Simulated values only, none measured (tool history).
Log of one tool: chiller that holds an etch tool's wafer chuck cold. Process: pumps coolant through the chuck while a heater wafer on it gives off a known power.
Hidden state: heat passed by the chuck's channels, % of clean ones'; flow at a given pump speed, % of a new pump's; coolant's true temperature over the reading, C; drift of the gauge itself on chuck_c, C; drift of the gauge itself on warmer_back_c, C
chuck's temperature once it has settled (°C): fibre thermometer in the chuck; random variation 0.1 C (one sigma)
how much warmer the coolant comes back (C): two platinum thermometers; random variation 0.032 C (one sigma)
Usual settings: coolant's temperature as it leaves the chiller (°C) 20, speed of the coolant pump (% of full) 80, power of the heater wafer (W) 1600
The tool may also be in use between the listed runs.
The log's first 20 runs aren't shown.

run     day  coolant's temperature as it leaves the chiller (°C)  speed of the coolant pump (% of full)  power of the heater wafer (W)  hours since the coolant was changed and the channels were flushed  hours since the pump was overhauled  hours since the chiller's thermometer was calibrated  chuck's temperature once it has settled (°C)  how much warmer the coolant comes back (C)
 21  17.983                                                   20                                     79                           1387                                                               4352                                 1652                                                   458                                          31.8                                        3.45
 22  18.608                                                   10                                     76                            920                                                               4367                                 1667                                                   473                                          17.9                                        2.44
     18.908  -- coolant pump overhauled
 23  19.567                                                   10                                     76                            920                                                               4385                                   16                                                   491                                          18.0                                        2.44
 24  20.479                                                   24                                     70                           1013                                                               4407                                   38                                                   512                                          33.3                                        2.95
     20.846  -- coolant pump overhauled, once more
 25  21.700                                                   17                                     80                           1623                                                               4432                                   21                                                   537                                          30.5                                        3.94
 26  22.433                                                   20                                     78                           1475                                                               4449                                   38                                                   554                                          32.4                                        3.76
 27  22.979                                                   20                                     78                           1475                                                               4462                                   51                                                   567                                          32.5                                        3.71
 28  23.950                                                   20                                     68                           1169                                                               4486                                   75                                                   591                                          30.8                                        3.39
 29  24.588                                                   20                                     68                           1169                                                               4501                                   90                                                   606                                          30.6                                        3.43
 30  25.333                                                   24                                     76                           1838                                                               4519                                  108                                                   624                                          39.7                                        4.81
 31  26.483                                                   24                                     76                           1838                                                               4546                                  135                                                   651                                          39.9                                        4.75
 32  27.708                                                   24                                     76                           1838                                                               4576                                  165                                                   681                                          39.7                                        4.69

4 ways to go on from here, each from the tool as it stands after run 32. What would each give?
  A  28.408                                                   25                                     64                           1814                                                               4593                                  181                                                   698                                             ?                                           ?
  B  28.408                                                   16                                     71                            816                                                               4593                                  181                                                   698                                             ?                                           ?
  C  28.408                                                   28                                     67                            895                                                               4593                                  181                                                   698                                             ?                                           ?
  D  28.408                                                   12                                     98                           1838                                                               4593                                  181                                                   698                                             ?                                           ?

run  chuck's temperature once it has settled (°C)  how much warmer the coolant comes back (C)
  A                                          42.2                                        5.67
  B                                          23.2                                        2.27
  C                                          36.2                                        2.70
  D                                          25.4                                        3.60
Without the tool's hidden state the same runs would have given:
run  chuck's temperature once it has settled (°C)  how much warmer the coolant comes back (C)
  A                                          40.1                                        5.63
  B                                          22.4                                        2.26
  C                                          35.3                                        2.68
  D                                          23.8                                        3.58
